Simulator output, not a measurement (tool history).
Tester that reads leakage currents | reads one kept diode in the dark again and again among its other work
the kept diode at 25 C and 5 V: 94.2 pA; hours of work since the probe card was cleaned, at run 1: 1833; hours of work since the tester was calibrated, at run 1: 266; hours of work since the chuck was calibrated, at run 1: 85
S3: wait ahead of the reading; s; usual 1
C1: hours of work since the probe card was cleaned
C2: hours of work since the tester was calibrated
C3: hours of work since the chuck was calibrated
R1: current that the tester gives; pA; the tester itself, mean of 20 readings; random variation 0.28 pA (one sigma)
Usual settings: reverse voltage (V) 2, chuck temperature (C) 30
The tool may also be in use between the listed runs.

{"run": 1, "day": 0.0, "reverse voltage (V)": 2, "chuck temperature (C)": 30, "S3": 1, "C1": 1833, "C2": 266, "C3": 85, "R1": 92.79}
{"run": 2, "day": 3.288, "reverse voltage (V)": 2, "chuck temperature (C)": 30, "S3": 1.02, "C1": 1865, "C2": 298, "C3": 117, "R1": 93.4}
{"run": 3, "day": 5.442, "reverse voltage (V)": 2, "chuck temperature (C)": 30, "S3": 1.02, "C1": 1886, "C2": 319, "C3": 138, "R1": 93.29}
{"run": 4, "day": 7.408, "reverse voltage (V)": 2, "chuck temperature (C)": 30, "S3": 1.02, "C1": 1905, "C2": 339, "C3": 157, "R1": 93.31}
{"run": 5, "day": 10.525, "reverse voltage (V)": 2, "chuck temperature (C)": 30, "S3": 1, "C1": 1936, "C2": 369, "C3": 188, "R1": 93.78}
{"run": 6, "day": 14.517, "reverse voltage (V)": 2, "chuck temperature (C)": 30, "S3": 1, "C1": 1975, "C2": 408, "C3": 227, "R1": 93.74}
{"run": 7, "day": 18.458, "reverse voltage (V)": 2, "chuck temperature (C)": 30, "S3": 1, "C1": 2013, "C2": 446, "C3": 265, "R1": 94.66}
{"run": 8, "day": 21.7, "reverse voltage (V)": 2, "chuck temperature (C)": 30, "S3": 1, "C1": 2045, "C2": 478, "C3": 297, "R1": 94.71}
{"run": 9, "day": 23.783, "reverse voltage (V)": 2, "chuck temperature (C)": 30, "S3": 1, "C1": 2065, "C2": 498, "C3": 317, "R1": 94.19}
{"run": 10, "day": 26.8, "reverse voltage (V)": 2, "chuck temperature (C)": 30, "S3": 1, "C1": 2094, "C2": 528, "C3": 346, "R1": 94.66}
{"run": 11, "day": 30.433, "reverse voltage (V)": 2, "chuck temperature (C)": 30, "S3": 1, "C1": 2130, "C2": 563, "C3": 382, "R1": 95.9}
{"run": 12, "day": 33.362, "reverse voltage (V)": 2, "chuck temperature (C)": 30, "S3": 1, "C1": 2158, "C2": 592, "C3": 410, "R1": 96.31}
{"run": 13, "day": 35.162, "reverse voltage (V)": 2, "chuck temperature (C)": 30, "S3": 1, "C1": 2176, "C2": 609, "C3": 428, "R1": 96.02}
{"run": 14, "day": 37.971, "reverse voltage (V)": 2, "chuck temperature (C)": 30, "S3": 1, "C1": 2203, "C2": 636, "C3": 455, "R1": 96.83}
{"run": 15, "day": 41.15, "reverse voltage (V)": 3.39, "chuck temperature (C)": 30, "S3": 1, "C1": 2234, "C2": 667, "C3": 486, "R1": 126.94}
{"run": 16, "day": 42.892, "reverse voltage (V)": 2, "chuck temperature (C)": 30, "S3": 0.4, "C1": 2251, "C2": 684, "C3": 503, "R1": 96.97}
{"run": 17, "day": 44.579, "reverse voltage (V)": 2, "chuck temperature (C)": 30, "S3": 0.4, "C1": 2268, "C2": 701, "C3": 520, "R1": 97.41}
{"run": 18, "day": 47.7, "reverse voltage (V)": 2, "chuck temperature (C)": 30, "S3": 0.4, "C1": 2298, "C2": 731, "C3": 550, "R1": 98.07}
{"day": 50.583, "done": "chuck's temperature calibrated"}
{"run": 19, "day": 51.667, "reverse voltage (V)": 2, "chuck temperature (C)": 30, "S3": 0.4, "C1": 2336, "C2": 769, "C3": 11, "R1": 93.15}
{"run": 20, "day": 53.496, "reverse voltage (V)": 2, "chuck temperature (C)": 30, "S3": 0.4, "C1": 2354, "C2": 787, "C3": 28, "R1": 93.45}
{"run": 21, "day": 55.746, "reverse voltage (V)": 17.44, "chuck temperature (C)": 23, "S3": 0.4, "C1": 2376, "C2": 809, "C3": 50, "R1": 175.79}
{"run": 22, "day": 57.617, "reverse voltage (V)": 17.44, "chuck temperature (C)": 21, "S3": 1.08, "C1": 2394, "C2": 827, "C3": 69, "R1": 146.86}
{"run": 23, "day": 59.912, "reverse voltage (V)": 10.12, "chuck temperature (C)": 30, "S3": 1.08, "C1": 2416, "C2": 850, "C3": 91, "R1": 222.09}
{"run": 24, "day": 62.525, "reverse voltage (V)": 9.58, "chuck temperature (C)": 53, "S3": 3.72, "C1": 2442, "C2": 875, "C3": 116, "R1": 1279.66}
{"run": 25, "day": 66.417, "reverse voltage (V)": 1.42, "chuck temperature (C)": 53, "S3": 0.45, "C1": 2480, "C2": 913, "C3": 154, "R1": 472.33}
{"run": 26, "day": 70.542, "reverse voltage (V)": 2, "chuck temperature (C)": 30, "S3": 0.7, "C1": 2520, "C2": 953, "C3": 195, "R1": 94.86}
{"run": 27, "day": 73.442, "reverse voltage (V)": 2, "chuck temperature (C)": 59, "S3": 6.65, "C1": 2548, "C2": 981, "C3": 223, "R1": 877.42}
{"run": 28, "day": 77.167, "reverse voltage (V)": 2, "chuck temperature (C)": 20, "S3": 2.21, "C1": 2584, "C2": 1018, "C3": 259, "R1": 40.83}
{"run": 29, "day": 80.062, "reverse voltage (V)": 12.69, "chuck temperature (C)": 41, "S3": 0.31, "C1": 2613, "C2": 1046, "C3": 287, "R1": 614.8}
{"run": 30, "day": 83.85, "reverse voltage (V)": 12.69, "chuck temperature (C)": 43, "S3": 0.56, "C1": 2649, "C2": 1083, "C3": 324, "R1": 721.88}
{"run": 31, "day": 86.896, "reverse voltage (V)": 1.54, "chuck temperature (C)": 54, "S3": 1.17, "C1": 2679, "C2": 1112, "C3": 354, "R1": 541.2}
{"run": 32, "day": 88.933, "reverse voltage (V)": 7.2, "chuck temperature (C)": 56, "S3": 3.9, "C1": 2699, "C2": 1132, "C3": 374, "R1": 1389.34}
{"run": 33, "day": 92.292, "reverse voltage (V)": 5.89, "chuck temperature (C)": 30, "S3": 1, "C1": 2732, "C2": 1165, "C3": 407, "R1": 171.86}
{"run": 34, "day": 94.208, "reverse voltage (V)": 6.54, "chuck temperature (C)": 22, "S3": 1, "C1": 2750, "C2": 1184, "C3": 425, "R1": 94.94}
{"run": 35, "day": 95.967, "reverse voltage (V)": 2.46, "chuck temperature (C)": 46, "S3": 0.36, "C1": 2768, "C2": 1201, "C3": 442, "R1": 385.49}

4 ways to go on from here, each from the tool as it stands after run 35. What would each give?
{"run": "A", "day": 99.012, "reverse voltage (V)": 2.46, "chuck temperature (C)": 21, "S3": 0.36, "C1": 2797, "C2": 1231, "C3": 472, "R1": "?"}
{"run": "B", "day": 99.012, "reverse voltage (V)": 3.46, "chuck temperature (C)": 30, "S3": 0.6, "C1": 2797, "C2": 1231, "C3": 472, "R1": "?"}
{"run": "C", "day": 99.012, "reverse voltage (V)": 2.46, "chuck temperature (C)": 35, "S3": 0.36, "C1": 2797, "C2": 1231, "C3": 472, "R1": "?"}
{"run": "D", "day": 99.012, "reverse voltage (V)": 7.96, "chuck temperature (C)": 41, "S3": 6.25, "C1": 2797, "C2": 1231, "C3": 472, "R1": "?"}

run=A R1=52.18
run=B R1=130.66
run=C R1=163.93
run=D R1=485.41
Without the tool's hidden state the same runs would have given:
run=A R1=47.15
run=B R1=121.3
run=C R1=154.46
run=D R1=457.21

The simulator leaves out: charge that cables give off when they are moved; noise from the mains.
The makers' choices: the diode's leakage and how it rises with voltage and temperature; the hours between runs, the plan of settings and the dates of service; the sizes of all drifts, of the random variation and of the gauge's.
